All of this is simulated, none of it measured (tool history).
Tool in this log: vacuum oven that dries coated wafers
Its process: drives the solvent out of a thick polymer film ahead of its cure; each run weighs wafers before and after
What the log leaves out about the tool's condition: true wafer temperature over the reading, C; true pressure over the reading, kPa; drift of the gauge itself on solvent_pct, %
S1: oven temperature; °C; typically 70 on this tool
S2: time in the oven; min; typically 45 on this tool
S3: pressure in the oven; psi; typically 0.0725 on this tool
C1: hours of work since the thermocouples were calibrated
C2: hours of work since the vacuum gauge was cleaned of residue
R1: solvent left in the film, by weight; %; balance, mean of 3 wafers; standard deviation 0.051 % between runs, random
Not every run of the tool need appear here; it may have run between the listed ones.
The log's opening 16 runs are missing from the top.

run	day	S1	S2	S3	C1	C2	R1
17	15.988	70	45	0.0725	161	45	0.91
18	16.629	70	45	0.0725	173	57	0.95
19	17.342	70	45	0.1017	186	70	0.94
20	18.204	76	45	0.0725	202	86	0.23
21	18.871	70	45	0.0725	214	98	0.94
22	19.921	61	45	0.0725	233	117	3.77
# day 20.542: vacuum gauge cleaned of residue and calibrated, once more
23	20.833	70	45	0.0725	249	5	0.92
24	21.475	70	45	0.0725	260	17	0.94
25	22.500	70	62	0.1089	279	36	0.39
26	23.188	84	26	0.0725	292	49	0.15
27	24.317	77	45	0.1787	313	69	0.40
28	25.112	60	61	0.0725	327	84	2.81
29	25.675	60	34	0.2435	338	94	6.02
30	26.521	79	45	0.2496	353	110	0.37
31	27.183	79	45	0.2496	365	122	0.32
32	28.150	75	45	0.2824	383	140	0.50
33	29.292	60	54	0.2357	404	161	3.73
34	30.383	68	30	0.0891	424	181	2.94
35	31.067	70	68	0.2161	437	193	0.58
36	31.979	81	53	0.0496	453	210	0.00
37	33.062	80	26	0.0714	473	230	0.48

The next listed run, before its measurement:
38	34.217	80	44	0.2822	494	251	?

For run 38 the tool returned R1 0.35 %.
With no hidden state in the tool, this same run would have given R1 0.30 %.

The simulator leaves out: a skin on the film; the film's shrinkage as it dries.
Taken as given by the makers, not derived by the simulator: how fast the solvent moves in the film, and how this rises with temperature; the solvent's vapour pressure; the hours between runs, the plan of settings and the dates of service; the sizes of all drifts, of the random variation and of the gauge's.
